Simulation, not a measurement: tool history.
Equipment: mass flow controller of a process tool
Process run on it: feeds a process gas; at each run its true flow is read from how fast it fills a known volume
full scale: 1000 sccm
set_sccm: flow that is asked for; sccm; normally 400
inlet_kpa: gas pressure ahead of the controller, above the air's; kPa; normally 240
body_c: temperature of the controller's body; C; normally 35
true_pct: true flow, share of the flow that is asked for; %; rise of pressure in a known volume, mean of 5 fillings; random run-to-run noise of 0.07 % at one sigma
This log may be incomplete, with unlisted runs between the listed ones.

{"run": 1, "hour": 0.0, "set_sccm": 400, "inlet_kpa": 240, "body_c": 35, "true_pct": 98.51}
{"run": 2, "hour": 112.3, "set_sccm": 400, "inlet_kpa": 240, "body_c": 35, "true_pct": 98.74}
{"run": 3, "hour": 215.5, "set_sccm": 163, "inlet_kpa": 240, "body_c": 35, "true_pct": 98.8}
{"run": 4, "hour": 269.2, "set_sccm": 400, "inlet_kpa": 240, "body_c": 35, "true_pct": 98.64}
{"run": 5, "hour": 346.9, "set_sccm": 400, "inlet_kpa": 240, "body_c": 35, "true_pct": 98.76}
{"run": 6, "hour": 458.7, "set_sccm": 400, "inlet_kpa": 240, "body_c": 35, "true_pct": 98.7}
{"run": 7, "hour": 563.2, "set_sccm": 400, "inlet_kpa": 240, "body_c": 35, "true_pct": 98.71}
{"run": 8, "hour": 632.5, "set_sccm": 400, "inlet_kpa": 194, "body_c": 38, "true_pct": 98.33}
{"run": 9, "hour": 712.0, "set_sccm": 400, "inlet_kpa": 205, "body_c": 38, "true_pct": 98.25}
{"run": 10, "hour": 774.8, "set_sccm": 400, "inlet_kpa": 168, "body_c": 38, "true_pct": 98.11}
{"run": 11, "hour": 839.6, "set_sccm": 400, "inlet_kpa": 210, "body_c": 36, "true_pct": 98.53}

Below are 3 alternative next runs, each starting from the tool's condition after run 11. Predict each:
{"run": "A", "hour": 920.4, "set_sccm": 141, "inlet_kpa": 203, "body_c": 36, "true_pct": "?"}
{"run": "B", "hour": 920.4, "set_sccm": 821, "inlet_kpa": 197, "body_c": 35, "true_pct": "?"}
{"run": "C", "hour": 920.4, "set_sccm": 400, "inlet_kpa": 189, "body_c": 34, "true_pct": "?"}

run=A true_pct=98.96
run=B true_pct=99.40
run=C true_pct=98.84
The same runs, with their run-to-run variation unchanged, on a tool lacking any hidden condition would have given:
run=A true_pct=96.99
run=B true_pct=98.66
run=C true_pct=97.83

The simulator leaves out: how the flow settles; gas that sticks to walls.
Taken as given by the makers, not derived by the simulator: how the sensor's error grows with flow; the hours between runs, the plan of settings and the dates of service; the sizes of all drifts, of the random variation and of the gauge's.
